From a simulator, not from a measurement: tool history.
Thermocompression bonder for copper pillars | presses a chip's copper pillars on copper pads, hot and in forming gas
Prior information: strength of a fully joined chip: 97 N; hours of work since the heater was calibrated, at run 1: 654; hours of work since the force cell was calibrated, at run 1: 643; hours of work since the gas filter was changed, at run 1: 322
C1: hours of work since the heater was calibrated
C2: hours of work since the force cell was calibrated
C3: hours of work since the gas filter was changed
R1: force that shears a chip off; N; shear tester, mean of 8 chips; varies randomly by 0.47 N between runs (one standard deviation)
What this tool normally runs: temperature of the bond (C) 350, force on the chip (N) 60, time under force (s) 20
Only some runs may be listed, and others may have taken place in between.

{"run": 1, "day": 0.0, "temperature of the bond (C)": 350, "force on the chip (N)": 60, "time under force (s)": 20, "C1": 654, "C2": 643, "C3": 322, "R1": 61.9}
{"run": 2, "day": 1.633, "temperature of the bond (C)": 350, "force on the chip (N)": 60, "time under force (s)": 42, "C1": 682, "C2": 671, "C3": 350, "R1": 72.8}
{"run": 3, "day": 2.671, "temperature of the bond (C)": 350, "force on the chip (N)": 60, "time under force (s)": 42, "C1": 700, "C2": 689, "C3": 368, "R1": 72.8}
{"run": 4, "day": 4.762, "temperature of the bond (C)": 350, "force on the chip (N)": 60, "time under force (s)": 42, "C1": 736, "C2": 725, "C3": 404, "R1": 72.2}
{"day": 4.992, "done": "heater calibrated with a thermocouple chip"}
{"day": 6.204, "done": "forming gas filter changed"}
{"run": 5, "day": 7.133, "temperature of the bond (C)": 350, "force on the chip (N)": 60, "time under force (s)": 42, "C1": 36, "C2": 763, "C3": 16, "R1": 79.5}
{"run": 6, "day": 8.45, "temperature of the bond (C)": 350, "force on the chip (N)": 62, "time under force (s)": 20, "C1": 59, "C2": 786, "C3": 39, "R1": 69.4}
{"run": 7, "day": 9.888, "temperature of the bond (C)": 350, "force on the chip (N)": 60, "time under force (s)": 11, "C1": 84, "C2": 811, "C3": 63, "R1": 57.8}
{"run": 8, "day": 10.967, "temperature of the bond (C)": 350, "force on the chip (N)": 39, "time under force (s)": 20, "C1": 102, "C2": 829, "C3": 82, "R1": 58.2}
{"run": 9, "day": 12.404, "temperature of the bond (C)": 350, "force on the chip (N)": 46, "time under force (s)": 20, "C1": 127, "C2": 854, "C3": 106, "R1": 60.6}
{"run": 10, "day": 14.492, "temperature of the bond (C)": 325, "force on the chip (N)": 48, "time under force (s)": 23, "C1": 163, "C2": 890, "C3": 142, "R1": 54.4}
{"run": 11, "day": 16.604, "temperature of the bond (C)": 325, "force on the chip (N)": 48, "time under force (s)": 23, "C1": 199, "C2": 926, "C3": 179, "R1": 53.3}

Alternative continuations, all from the tool just after run 11; predict every row:
{"day": 17.271, "done": "heater calibrated with a thermocouple chip, once more"}
{"run": "A", "day": 18.712, "temperature of the bond (C)": 325, "force on the chip (N)": 52, "time under force (s)": 23, "C1": 25, "C2": 961, "C3": 213, "R1": "?"}
{"day": 17.271, "done": "heater calibrated with a thermocouple chip, once more"}
{"run": "B", "day": 18.712, "temperature of the bond (C)": 353, "force on the chip (N)": 48, "time under force (s)": 23, "C1": 25, "C2": 961, "C3": 213, "R1": "?"}
{"day": 17.271, "done": "heater calibrated with a thermocouple chip, once more"}
{"run": "C", "day": 18.712, "temperature of the bond (C)": 325, "force on the chip (N)": 48, "time under force (s)": 19, "C1": 25, "C2": 961, "C3": 213, "R1": "?"}
{"day": 17.271, "done": "heater calibrated with a thermocouple chip, once more"}
{"run": "D", "day": 18.712, "temperature of the bond (C)": 350, "force on the chip (N)": 60, "time under force (s)": 19, "C1": 25, "C2": 961, "C3": 213, "R1": "?"}
{"day": 17.271, "done": "heater calibrated with a thermocouple chip, once more"}
{"run": "E", "day": 18.712, "temperature of the bond (C)": 375, "force on the chip (N)": 60, "time under force (s)": 20, "C1": 25, "C2": 961, "C3": 213, "R1": "?"}

run=A R1=51.7
run=B R1=61.2
run=C R1=47.2
run=D R1=61.5
run=E R1=71.9
With no hidden state in the tool, these same runs would have given:
run=A R1=54.1
run=B R1=64.1
run=C R1=49.4
run=D R1=64.4
run=E R1=75.5
